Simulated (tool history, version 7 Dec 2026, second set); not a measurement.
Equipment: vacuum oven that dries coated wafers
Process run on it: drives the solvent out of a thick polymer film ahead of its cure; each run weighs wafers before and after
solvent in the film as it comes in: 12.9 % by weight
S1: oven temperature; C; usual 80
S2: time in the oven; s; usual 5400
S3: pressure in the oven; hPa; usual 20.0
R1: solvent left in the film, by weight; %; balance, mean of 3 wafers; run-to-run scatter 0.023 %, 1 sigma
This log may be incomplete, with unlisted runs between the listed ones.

run,day,S1,S2,S3,R1
1,0.000,80,5400,20.0,1.47
2,0.988,80,5400,20.0,1.49
3,3.142,80,5400,20.0,1.46
4,4.458,80,5400,20.0,1.51
5,5.929,80,5400,20.0,1.48
6,7.442,80,5400,20.0,1.49
7,8.654,80,5400,20.0,1.48
8,10.550,80,5400,20.0,1.50
9,12.754,80,5400,75.6,4.06
10,15.004,80,5400,75.6,4.07
11,16.367,80,5400,20.0,1.53
12,17.462,80,5400,20.0,1.54
13,19.350,80,5400,20.0,1.53
14,21.183,80,5400,20.0,1.53
15,23.612,80,5400,20.0,1.56
16,24.675,80,8280,20.0,1.28
# day 25.375: vacuum gauge cleaned of residue and calibrated
17,26.004,80,8280,20.0,1.00
18,27.521,72,2940,20.0,4.14
19,28.900,72,4680,20.0,2.74
# day 30.508: oven's thermocouples calibrated
20,30.725,72,4680,15.5,2.31
21,32.888,75,4680,15.5,1.87
22,34.171,85,4680,10.4,0.64
23,36.242,95,4740,11.3,0.32
24,37.442,80,9660,75.6,3.52
25,39.812,80,8100,44.0,2.12
26,41.929,80,4080,44.0,2.81
27,43.538,80,2820,24.2,2.80
28,44.808,94,6240,20.0,0.60
29,47.179,94,6240,20.0,0.57
30,48.546,94,6240,20.0,0.60
31,49.850,80,5340,31.8,1.90
32,51.954,80,5340,31.8,1.90
33,53.404,82,4260,55.6,2.94
34,55.800,75,4260,20.7,2.46

Below, some changes in R1 between adjacent runs. For each, the amount present without the hidden state too (settings, incoming material, random variation) and the amount remaining for the hidden state with gauge scatter not shared by both compared results:
Hidden conditions of the tool in this case: true wafer temperature over the reading, C; true pressure over the reading, kPa; drift of the gauge itself on solvent_pct, %.
Run 8 -> 9: S3 20.0 -> 75.6. R1 +2.56 %: hidden state +0.05, all else +2.51.
Run 16 -> 17: vacuum gauge cleaned of residue and calibrated. R1 -0.28 %: hidden state -0.24, all else -0.04.
Run 17 -> 18: S1 80 -> 72, S2 8280 -> 2940. R1 +3.14 %: hidden state +0.10, all else +3.04.
Run 19 -> 20: S3 20.0 -> 15.5, oven's thermocouples calibrated. R1 -0.43 %: hidden state -0.16, all else -0.27.
Run 23 -> 24: S1 95 -> 80, S2 4740 -> 9660, S3 11.3 -> 75.6. R1 +3.20 %: hidden state -0.01, all else +3.21.
